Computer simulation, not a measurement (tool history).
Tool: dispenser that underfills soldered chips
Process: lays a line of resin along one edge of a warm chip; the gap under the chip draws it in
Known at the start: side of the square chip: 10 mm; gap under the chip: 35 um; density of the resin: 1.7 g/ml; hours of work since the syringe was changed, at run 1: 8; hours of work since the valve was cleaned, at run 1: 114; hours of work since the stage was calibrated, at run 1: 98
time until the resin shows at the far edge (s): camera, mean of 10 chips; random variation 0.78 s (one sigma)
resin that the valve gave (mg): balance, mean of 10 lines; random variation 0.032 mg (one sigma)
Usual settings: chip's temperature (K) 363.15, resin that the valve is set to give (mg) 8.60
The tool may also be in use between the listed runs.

run,hour,chip's temperature (K),resin that the valve is set to give (mg),hours of work since the syringe was changed,hours of work since the valve was cleaned,hours of work since the stage was calibrated,time until the resin shows at the far edge (s),resin that the valve gave (mg)
1,0.0,363.15,8.60,8,114,98,94.9,8.15
# hour 1.5: new syringe of resin
2,4.3,363.15,8.60,2,117,100,75.3,8.13
3,11.9,363.15,8.60,7,122,105,90.8,8.14
# hour 15.4: new syringe of resin
4,19.2,363.15,9.61,2,127,110,77.9,9.08
5,27.2,363.15,9.61,8,132,115,90.7,9.04
# hour 29.5: new syringe of resin
6,33.3,362.15,8.60,3,136,119,83.1,8.08
7,37.5,362.15,8.60,5,138,122,89.8,8.03
# hour 43.0: new syringe of resin
8,44.2,362.15,8.60,1,143,126,75.1,8.03
# hour 46.4: dispensing valve cleaned and set on the balance
9,51.6,363.15,8.39,5,3,130,83.9,8.31
10,55.6,363.15,8.39,8,6,133,92.8,8.37
# hour 57.6: new syringe of resin
11,62.9,363.15,9.13,3,11,138,77.8,9.07
12,66.3,363.15,9.13,6,13,140,84.8,9.04
# hour 71.2: new syringe of resin
13,71.2,363.15,9.13,0,16,143,68.5,9.03
14,76.9,363.15,9.13,4,20,147,79.8,9.01
15,81.5,363.15,9.13,7,23,150,88.3,9.03
# hour 84.8: new syringe of resin
16,85.5,363.15,9.13,0,25,152,70.1,9.03
17,93.0,363.15,9.13,5,30,157,84.3,8.98
18,97.2,363.15,11.00,8,33,160,89.9,10.79
# hour 98.4: new syringe of resin
19,101.9,363.15,11.00,2,36,163,72.0,10.81
20,105.3,363.15,11.00,5,38,165,78.5,10.76
21,110.3,363.15,11.00,8,41,168,88.7,10.74
# hour 112.4: new syringe of resin
22,116.8,358.15,8.12,3,45,172,95.4,7.89
23,121.7,358.15,10.22,6,49,175,101.9,9.98
# hour 126.0: new syringe of resin
24,127.7,348.15,10.76,1,52,179,123.2,10.41
25,132.0,362.15,9.69,4,55,182,80.7,9.35
26,137.8,350.15,8.61,8,59,186,151.3,8.43
# hour 139.9: new syringe of resin
27,145.3,374.15,8.89,4,64,191,52.7,8.58
28,150.8,374.15,8.89,7,67,194,61.2,8.57
# hour 153.6: new syringe of resin
29,156.9,377.15,8.85,2,71,198,45.5,8.51
30,161.2,367.15,8.85,5,74,201,70.6,8.52
# hour 167.5: new syringe of resin
31,167.8,351.15,8.63,0,78,205,104.9,8.33
32,172.5,351.15,8.63,3,81,208,120.4,8.27
33,176.3,350.15,10.32,6,84,211,131.3,9.86
# hour 181.3: new syringe of resin
34,182.1,363.15,8.19,0,87,214,71.2,7.79
35,187.8,348.15,8.87,4,91,218,140.0,8.50

Forecast each of these 5 alternatives for the next run:
A,191.7,348.15,9.68,7,94,221,?,?
B,191.7,353.15,7.73,7,94,221,?,?
C,191.7,374.15,7.74,7,94,221,?,?
D,191.7,358.15,8.60,7,94,221,?,?
E,191.7,376.15,8.97,7,94,221,?,?

run,time until the resin shows at the far edge (s),resin that the valve gave (mg)
A,151.7,9.20
B,133.1,7.30
C,62.2,7.34
D,107.3,8.13
E,55.3,8.53
Without the tool's hidden state the same runs would have given:
run,time until the resin shows at the far edge (s),resin that the valve gave (mg)
A,124.6,9.67
B,108.0,7.68
C,50.1,7.71
D,87.4,8.55
E,44.9,8.96
